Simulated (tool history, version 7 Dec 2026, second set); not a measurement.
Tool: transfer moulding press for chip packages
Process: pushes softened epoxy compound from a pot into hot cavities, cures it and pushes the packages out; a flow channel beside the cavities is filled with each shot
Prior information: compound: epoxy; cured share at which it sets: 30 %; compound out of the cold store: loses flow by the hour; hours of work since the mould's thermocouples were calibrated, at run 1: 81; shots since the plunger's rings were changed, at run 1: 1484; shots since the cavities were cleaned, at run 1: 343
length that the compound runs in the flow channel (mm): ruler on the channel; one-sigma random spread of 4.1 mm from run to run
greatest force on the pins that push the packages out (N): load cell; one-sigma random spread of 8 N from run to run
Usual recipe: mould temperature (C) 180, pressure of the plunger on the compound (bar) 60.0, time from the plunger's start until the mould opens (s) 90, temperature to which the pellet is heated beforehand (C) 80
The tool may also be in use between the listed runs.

run   hour  mould temperature (C)  pressure of the plunger on the compound (bar)  time from the plunger's start until the mould opens (s)  temperature to which the pellet is heated beforehand (C)  hours of work since the mould's thermocouples were calibrated  shots since the plunger's rings were changed  shots since the cavities were cleaned  incoming compound's hours out of the cold store  length that the compound runs in the flow channel (mm)  greatest force on the pins that push the packages out (N)
  1    0.0                    180                                           60.0                                                       90                                                        80                                                             81                                          1484                                    343                                             15.3                                                     889                                                        344
  2   29.9                    180                                           60.0                                                      115                                                        80                                                            104                                          1909                                    768                                             37.6                                                     799                                                        308
      44.1  -- cavities cleaned with cleaning compound and waxed
  3   66.8                    180                                           60.0                                                      115                                                        80                                                            132                                          2412                                    323                                             26.2                                                     842                                                        312
  4  107.8                    174                                           60.0                                                       90                                                        80                                                            163                                          2994                                    905                                             35.0                                                     829                                                        471
     111.4  -- cavities cleaned with cleaning compound and waxed
  5  145.0                    180                                           60.0                                                       90                                                        80                                                            191                                          3502                                    478                                             10.6                                                     903                                                        349
     178.3  -- cavities cleaned with cleaning compound and waxed
  6  192.7                    180                                           60.0                                                       90                                                        80                                                            227                                          4158                                    204                                             10.3                                                     908                                                        355
  7  234.1                    180                                           60.0                                                       90                                                        80                                                            259                                          4747                                    793                                             29.0                                                     832                                                        328
     247.2  -- cavities cleaned with cleaning compound and waxed
  8  271.2                    184                                           60.0                                                       90                                                        80                                                            286                                          5253                                    341                                             14.1                                                     887                                                        313
     309.4  -- mould's thermocouples calibrated
     316.4  -- cavities cleaned with cleaning compound and waxed
     321.7  -- plunger's sealing rings changed
  9  323.7                    180                                           60.0                                                       90                                                        80                                                              8                                            27                                     67                                             16.4                                                     889                                                        349
 10  359.1                    180                                           60.0                                                       90                                                        90                                                             35                                           532                                    572                                              9.6                                                     914                                                        362
     387.7  -- cavities cleaned with cleaning compound and waxed
 11  392.7                    180                                           60.0                                                       90                                                        80                                                             60                                           987                                     71                                             10.9                                                     906                                                        334
 12  441.5                    180                                           60.0                                                       90                                                        80                                                             98                                          1682                                    766                                             20.8                                                     863                                                        333
     454.3  -- cavities cleaned with cleaning compound and waxed
 13  467.5                    180                                           60.0                                                       90                                                        80                                                            117                                          2029                                    187                                             23.9                                                     852                                                        329
 14  516.7                    180                                           60.0                                                       90                                                        80                                                            155                                          2729                                    887                                             37.5                                                     795                                                        345
     522.6  -- cavities cleaned with cleaning compound and waxed
 15  566.1                    180                                           60.0                                                      121                                                        88                                                            192                                          3410                                    618                                             45.5                                                     768                                                        309
     588.9  -- cavities cleaned with cleaning compound and waxed
 16  589.2                    188                                           57.1                                                       90                                                        80                                                            209                                          3717                                      4                                             27.1                                                     788                                                        300
 17  614.7                    178                                           52.2                                                       90                                                        72                                                            229                                          4079                                    366                                             27.0                                                     790                                                        376
 18  643.4                    178                                           52.2                                                       90                                                        72                                                            251                                          4486                                    773                                             27.9                                                     789                                                        380
     656.5  -- cavities cleaned with cleaning compound and waxed
 19  675.4                    180                                           47.3                                                       76                                                        80                                                            275                                          4920                                    269                                             32.1                                                     728                                                        435
     722.3  -- cavities cleaned with cleaning compound and waxed
 20  722.7                    174                                           64.5                                                      102                                                        89                                                            310                                          5571                                      5                                             36.2                                                     853                                                        356
     730.8  -- mould's thermocouples calibrated
     749.1  -- plunger's sealing rings changed
 21  762.8                    180                                           60.0                                                      128                                                        76                                                             23                                           194                                    511                                             33.1                                                     824                                                        295
     795.1  -- cavities cleaned with cleaning compound and waxed
 22  809.9                    180                                           46.8                                                       77                                                        80                                                             58                                           842                                    210                                             12.7                                                     801                                                        455
 23  854.3                    186                                           53.3                                                       92                                                        80                                                             93                                          1473                                    841                                             23.0                                                     794                                                        300

Each row is a separate what-if for the run after 23, all from the same tool condition, not one after another. Results?
     861.4  -- cavities cleaned with cleaning compound and waxed
  A  893.1                    186                                           63.0                                                       94                                                        77                                                            121                                          2003                                    450                                             24.7                                                       ?                                                          ?
     861.4  -- cavities cleaned with cleaning compound and waxed
  B  893.1                    180                                           48.9                                                       90                                                        80                                                            121                                          2003                                    450                                             19.1                                                       ?                                                          ?
     861.4  -- cavities cleaned with cleaning compound and waxed
  C  893.1                    182                                           65.2                                                       90                                                        80                                                            121                                          2003                                    450                                             21.5                                                       ?                                                          ?

run  length that the compound runs in the flow channel (mm)  greatest force on the pins that push the packages out (N)
  A                                                     857                                                        307
  B                                                     787                                                        346
  C                                                     889                                                        299
Take away the tool's hidden state, keep each run's random variation, and the runs would have read:
run  length that the compound runs in the flow channel (mm)  greatest force on the pins that push the packages out (N)
  A                                                     858                                                        304
  B                                                     788                                                        342
  C                                                     890                                                        295

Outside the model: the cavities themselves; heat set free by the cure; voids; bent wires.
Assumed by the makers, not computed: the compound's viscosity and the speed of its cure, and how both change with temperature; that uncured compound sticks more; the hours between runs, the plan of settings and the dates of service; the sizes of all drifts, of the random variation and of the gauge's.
